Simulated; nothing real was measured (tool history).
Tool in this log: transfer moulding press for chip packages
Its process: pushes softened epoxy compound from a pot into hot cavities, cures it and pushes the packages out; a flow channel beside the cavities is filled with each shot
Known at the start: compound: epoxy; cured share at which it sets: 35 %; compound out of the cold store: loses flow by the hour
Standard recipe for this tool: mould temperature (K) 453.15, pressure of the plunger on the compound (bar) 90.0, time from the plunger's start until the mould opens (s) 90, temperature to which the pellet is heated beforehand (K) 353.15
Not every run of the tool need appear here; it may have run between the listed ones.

run   hour  mould temperature (K)  pressure of the plunger on the compound (bar)  time from the plunger's start until the mould opens (s)  temperature to which the pellet is heated beforehand (K)  incoming compound's hours out of the cold store  length that the compound runs in the flow channel (mm)  greatest force on the pins that push the packages out (N)
  1    0.0                 453.15                                           90.0                                                       90                                                    353.15                                             11.5                                                     771                                                        454
      20.6  -- cavities cleaned with cleaning compound and waxed
  2   23.9                 453.15                                           90.0                                                       90                                                    353.15                                             20.8                                                     737                                                        422
  3   50.9                 453.15                                           90.0                                                       90                                                    352.15                                             47.2                                                     672                                                        404
      78.7  -- cavities cleaned with cleaning compound and waxed
  4   88.1                 453.15                                           90.0                                                       90                                                    352.15                                             16.2                                                     753                                                        440
  5  111.1                 453.15                                           90.0                                                       90                                                    352.15                                             37.0                                                     701                                                        408
  6  134.4                 453.15                                          103.0                                                       90                                                    352.15                                             35.6                                                     750                                                        419
     138.0  -- cavities cleaned with cleaning compound and waxed
  7  170.6                 453.15                                          103.0                                                       90                                                    352.15                                              8.6                                                     834                                                        466
     196.7  -- cavities cleaned with cleaning compound and waxed
     201.7  -- plunger's sealing rings changed
  8  203.1                 453.15                                          103.0                                                       90                                                    352.15                                             42.0                                                     731                                                        414
  9  234.0                 453.15                                          103.0                                                       90                                                    352.15                                             39.7                                                     743                                                        416
 10  250.0                 453.15                                           73.3                                                       90                                                    353.15                                             23.9                                                     662                                                        434
     257.1  -- cavities cleaned with cleaning compound and waxed
 11  281.6                 453.15                                          102.5                                                       90                                                    353.15                                             14.6                                                     811                                                        451
 12  299.7                 453.15                                          102.5                                                       90                                                    353.15                                             33.5                                                     760                                                        428
     316.6  -- cavities cleaned with cleaning compound and waxed
 13  329.7                 453.15                                          102.5                                                       90                                                    353.15                                             44.8                                                     724                                                        412
 14  356.9                 453.15                                          102.5                                                       90                                                    353.15                                             17.0                                                     805                                                        436
     375.3  -- cavities cleaned with cleaning compound and waxed
 15  382.5                 453.15                                          101.2                                                       90                                                    353.15                                             47.9                                                     714                                                        404
 16  400.9                 453.15                                          101.2                                                       90                                                    353.15                                             11.3                                                     816                                                        447
 17  423.4                 453.15                                           88.6                                                       90                                                    345.15                                             19.9                                                     740                                                        445

What if the next run were any one of these 5? Each begins from the tool's condition after run 17:
     434.0  -- cavities cleaned with cleaning compound and waxed
  A  442.7                 453.15                                           90.0                                                       84                                                    344.15                                             41.5                                                       ?                                                          ?
     434.0  -- cavities cleaned with cleaning compound and waxed
  B  442.7                 453.15                                           90.0                                                       90                                                    349.15                                              8.3                                                       ?                                                          ?
     434.0  -- cavities cleaned with cleaning compound and waxed
  C  442.7                 453.15                                          104.6                                                       90                                                    345.15                                             39.5                                                       ?                                                          ?
     434.0  -- cavities cleaned with cleaning compound and waxed
  D  442.7                 457.15                                           81.0                                                       90                                                    355.15                                             41.9                                                       ?                                                          ?
     434.0  -- cavities cleaned with cleaning compound and waxed
  E  442.7                 452.15                                           90.0                                                      119                                                    348.15                                             27.8                                                       ?                                                          ?

run  length that the compound runs in the flow channel (mm)  greatest force on the pins that push the packages out (N)
  A                                                     686                                                        492
  B                                                     776                                                        459
  C                                                     750                                                        418
  D                                                     638                                                        324
  E                                                     729                                                        306
With no hidden state in the tool, these same runs would have given:
run  length that the compound runs in the flow channel (mm)  greatest force on the pins that push the packages out (N)
  A                                                     687                                                        489
  B                                                     777                                                        456
  C                                                     751                                                        416
  D                                                     638                                                        323
  E                                                     729                                                        305
